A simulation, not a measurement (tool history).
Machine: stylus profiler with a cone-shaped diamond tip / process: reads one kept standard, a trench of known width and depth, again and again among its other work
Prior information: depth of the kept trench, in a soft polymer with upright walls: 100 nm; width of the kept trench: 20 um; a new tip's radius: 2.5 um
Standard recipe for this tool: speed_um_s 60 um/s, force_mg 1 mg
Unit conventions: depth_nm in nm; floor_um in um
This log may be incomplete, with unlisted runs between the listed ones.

run 1 hour=0 | speed_um_s=60 force_mg=1 | depth_nm=100.98 floor_um=17.82
run 2 hour=45.4 | speed_um_s=206 force_mg=1 | depth_nm=100.98 floor_um=16.6
run 3 hour=117.2 | speed_um_s=60 force_mg=2.23 | depth_nm=101.64 floor_um=17.94
run 4 hour=193 | speed_um_s=60 force_mg=0.88 | depth_nm=100.97 floor_um=17.67
run 5 hour=281.2 | speed_um_s=60 force_mg=0.88 | depth_nm=100.93 floor_um=17.67
run 6 hour=328.5 | speed_um_s=60 force_mg=0.62 | depth_nm=100.76 floor_um=17.59
run 7 hour=386.2 | speed_um_s=60 force_mg=1 | depth_nm=101.07 floor_um=17.68
run 8 hour=441.3 | speed_um_s=60 force_mg=1 | depth_nm=100.89 floor_um=17.75
run 9 hour=523 | speed_um_s=79 force_mg=1.11 | depth_nm=101.22 floor_um=17.55
run 10 hour=590.7 | speed_um_s=27 force_mg=1.11 | depth_nm=101.18 floor_um=18.01
-- hour=599.5 height scale calibrated on a step standard
run 11 hour=661.3 | speed_um_s=71 force_mg=1.61 | depth_nm=101.6 floor_um=17.7
run 12 hour=698.3 | speed_um_s=71 force_mg=1.61 | depth_nm=101.57 floor_um=17.68
run 13 hour=761.6 | speed_um_s=162 force_mg=1.61 | depth_nm=101.44 floor_um=17.06
run 14 hour=812.6 | speed_um_s=43 force_mg=0.64 | depth_nm=101.12 floor_um=17.67
-- hour=820.2 height scale calibrated on a step standard, once more
run 15 hour=884.8 | speed_um_s=109 force_mg=1 | depth_nm=100.76 floor_um=17.24

3 options for the next run, each taken on its own from the tool as it stands now. Forecast them:
run A hour=943.3 | speed_um_s=31 force_mg=0.77 | depth_nm=? floor_um=?
run B hour=943.3 | speed_um_s=17 force_mg=1.63 | depth_nm=? floor_um=?
run C hour=943.3 | speed_um_s=48 force_mg=1.35 | depth_nm=? floor_um=?

run=A depth_nm=100.62 floor_um=17.83
run=B depth_nm=101.08 floor_um=17.97
run=C depth_nm=101 floor_um=17.78
Had the tool no hidden state, the same runs would have come out as:
run=A depth_nm=100.61 floor_um=18.31
run=B depth_nm=101.07 floor_um=18.45
run=C depth_nm=100.99 floor_um=18.26
